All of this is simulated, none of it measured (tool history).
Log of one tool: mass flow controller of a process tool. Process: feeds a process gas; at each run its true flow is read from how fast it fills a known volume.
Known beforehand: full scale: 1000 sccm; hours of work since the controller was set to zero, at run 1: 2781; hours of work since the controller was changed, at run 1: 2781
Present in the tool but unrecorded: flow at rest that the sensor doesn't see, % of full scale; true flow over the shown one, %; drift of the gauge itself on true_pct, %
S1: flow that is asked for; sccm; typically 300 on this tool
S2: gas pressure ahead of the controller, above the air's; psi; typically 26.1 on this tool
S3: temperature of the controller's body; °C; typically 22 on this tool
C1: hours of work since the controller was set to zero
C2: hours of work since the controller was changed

{"run": 1, "day": 0.0, "S1": 300, "S2": 26.1, "S3": 22, "C1": 2781, "C2": 2781, "true flow (%)": 95.14}
{"run": 2, "day": 5.217, "S1": 300, "S2": 26.1, "S3": 22, "C1": 2846, "C2": 2846, "true flow (%)": 95.04}
{"run": 3, "day": 11.688, "S1": 300, "S2": 26.1, "S3": 22, "C1": 2927, "C2": 2927, "true flow (%)": 94.85}
{"run": 4, "day": 16.946, "S1": 300, "S2": 26.1, "S3": 22, "C1": 2992, "C2": 2992, "true flow (%)": 94.7}
{"run": 5, "day": 22.267, "S1": 300, "S2": 26.1, "S3": 22, "C1": 3059, "C2": 3059, "true flow (%)": 94.71}
{"run": 6, "day": 28.65, "S1": 300, "S2": 26.1, "S3": 22, "C1": 3138, "C2": 3138, "true flow (%)": 94.66}

What will run 7 give?
{"run": 7, "day": 31.738, "S1": 176, "S2": 26.1, "S3": 23, "C1": 3177, "C2": 3177, "true flow (%)": "?"}

true flow (%): 92.77
Without the tool's hidden state the same run would have given true flow (%) 97.42.

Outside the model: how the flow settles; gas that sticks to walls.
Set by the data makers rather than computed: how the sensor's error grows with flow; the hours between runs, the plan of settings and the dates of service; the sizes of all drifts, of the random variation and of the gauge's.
